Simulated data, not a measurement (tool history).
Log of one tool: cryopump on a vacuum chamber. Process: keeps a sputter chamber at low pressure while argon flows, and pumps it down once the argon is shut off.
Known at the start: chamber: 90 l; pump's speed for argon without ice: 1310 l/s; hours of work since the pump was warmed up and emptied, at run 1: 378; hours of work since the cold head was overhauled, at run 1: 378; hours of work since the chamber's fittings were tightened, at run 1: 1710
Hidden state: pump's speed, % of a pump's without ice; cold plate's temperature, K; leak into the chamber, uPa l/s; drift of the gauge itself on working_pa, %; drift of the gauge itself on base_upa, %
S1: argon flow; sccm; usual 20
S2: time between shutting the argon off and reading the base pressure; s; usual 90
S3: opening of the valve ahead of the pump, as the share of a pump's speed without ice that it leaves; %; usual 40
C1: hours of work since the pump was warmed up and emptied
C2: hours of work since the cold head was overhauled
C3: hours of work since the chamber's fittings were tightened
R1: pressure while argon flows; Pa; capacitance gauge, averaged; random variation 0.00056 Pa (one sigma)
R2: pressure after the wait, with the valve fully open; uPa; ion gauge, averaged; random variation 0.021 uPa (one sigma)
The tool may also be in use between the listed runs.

| run | hour | S1 | S2 | S3 | C1 | C2 | C3 | R1 | R2 |
|---|---|---|---|---|---|---|---|---|---|
| 1 | 0 | 20 | 90 | 40 | 378 | 378 | 1710 | 0.0714 | 2.9 |
| 2 | 19.1 | 20 | 90 | 40 | 388 | 388 | 1721 | 0.0703 | 2.87 |
| 3 | 31.7 | 20 | 90 | 40 | 395 | 395 | 1727 | 0.0702 | 2.96 |
| 4 | 43.2 | 20 | 90 | 40 | 401 | 401 | 1734 | 0.0714 | 2.98 |
| 5 | 54.5 | 20 | 90 | 40 | 408 | 408 | 1740 | 0.0714 | 2.95 |
| 6 | 68.4 | 20 | 90 | 27 | 415 | 415 | 1748 | 0.1029 | 2.97 |
| 7 | 85.9 | 20 | 90 | 27 | 425 | 425 | 1757 | 0.102 | 3.03 |
| 8 | 96.4 | 20 | 90 | 27 | 431 | 431 | 1763 | 0.1021 | 2.93 |
| 9 | 110.7 | 20 | 90 | 27 | 438 | 438 | 1771 | 0.1016 | 3.15 |
| 10 | 127.2 | 20 | 90 | 40 | 447 | 447 | 1780 | 0.0723 | 3.06 |
| 11 | 135.4 | 20 | 90 | 40 | 452 | 452 | 1784 | 0.0726 | 3.18 |
| 12 | 144.3 | 20 | 90 | 40 | 457 | 457 | 1789 | 0.0725 | 3.11 |
| 13 | 155.2 | 20 | 29 | 40 | 463 | 463 | 1795 | 0.072 | 3.8 |
| 14 | 172.3 | 20 | 29 | 40 | 472 | 472 | 1805 | 0.0726 | 3.73 |
| 15 | 180.7 | 10 | 29 | 40 | 477 | 477 | 1809 | 0.0358 | 3.74 |
| 16 | 195.7 | 10 | 29 | 40 | 485 | 485 | 1817 | 0.037 | 3.69 |
| 17 | 207.7 | 10 | 29 | 40 | 492 | 492 | 1824 | 0.0365 | 3.81 |
| 18 | 217.4 | 20 | 90 | 47 | 497 | 497 | 1829 | 0.0632 | 3.29 |
| 19 | 235.7 | 27 | 182 | 40 | 507 | 507 | 1839 | 0.098 | 3.14 |
| 20 | 245.6 | 20 | 25 | 15 | 512 | 512 | 1845 | 0.1815 | 3.94 |
| 21 | 253.6 | 20 | 25 | 15 | 517 | 517 | 1849 | 0.179 | 4.07 |
| 22 | 264.3 | 12 | 157 | 40 | 523 | 523 | 1855 | 0.0436 | 3.31 |
| 23 | 275 | 25 | 44 | 20 | 529 | 529 | 1861 | 0.1723 | 3.66 |
| 24 | 293.5 | 10 | 32 | 17 | 539 | 539 | 1871 | 0.0801 | 3.86 |
|  | 313.3 | pump warmed up, emptied and cooled again |
| 25 | 313.4 | 8 | 290 | 40 | 0 | 547 | 1879 | 0.0259 | 2.46 |
| 26 | 323.6 | 8 | 290 | 40 | 6 | 553 | 1885 | 0.0262 | 2.37 |
| 27 | 334.5 | 8 | 64 | 23 | 12 | 558 | 1891 | 0.0452 | 2.74 |
| 28 | 347.1 | 8 | 64 | 23 | 19 | 565 | 1898 | 0.0458 | 2.67 |
| 29 | 365.8 | 33 | 90 | 40 | 29 | 576 | 1908 | 0.1086 | 2.7 |
| 30 | 380.1 | 29 | 90 | 47 | 37 | 584 | 1916 | 0.0805 | 2.75 |
| 31 | 389.4 | 29 | 90 | 47 | 42 | 589 | 1921 | 0.0803 | 2.77 |

Measured less the same run without the tool's hidden state. The same run-to-run variation is in both; the gauge's scatter may not be:
| run | R1 | R2 |
|---|---|---|
| 1 | +0.0059 | +2.37 |
| 2 | +0.0061 | +2.39 |
| 3 | +0.0062 | +2.44 |
| 4 | +0.0064 | +2.45 |
| 5 | +0.0064 | +2.43 |
| 6 | +0.0066 | +2.46 |
| 7 | +0.0068 | +2.51 |
| 8 | +0.007 | +2.43 |
| 9 | +0.0071 | +2.61 |
| 10 | +0.0072 | +2.55 |
| 11 | +0.0074 | +2.67 |
| 12 | +0.0075 | +2.6 |
| 13 | +0.0076 | +2.67 |
| 14 | +0.0078 | +2.64 |
| 15 | +0.0039 | +2.64 |
| 16 | +0.0041 | +2.64 |
| 17 | +0.0041 | +2.69 |
| 18 | +0.0082 | +2.77 |
| 19 | +0.0115 | +2.76 |
| 20 | +0.0086 | +2.75 |
| 21 | +0.0087 | +2.83 |
| 22 | +0.0053 | +2.9 |
| 23 | +0.0113 | +2.86 |
| 24 | +0.0046 | +2.86 |
| 25 | +0.0001 | +2.13 |
| 26 | +0.0002 | +2.07 |
| 27 | +0.0002 | +2.14 |
| 28 | +0.0003 | +2.09 |
| 29 | +0.0012 | +2.19 |
| 30 | +0.0012 | +2.22 |
| 31 | +0.0013 | +2.22 |

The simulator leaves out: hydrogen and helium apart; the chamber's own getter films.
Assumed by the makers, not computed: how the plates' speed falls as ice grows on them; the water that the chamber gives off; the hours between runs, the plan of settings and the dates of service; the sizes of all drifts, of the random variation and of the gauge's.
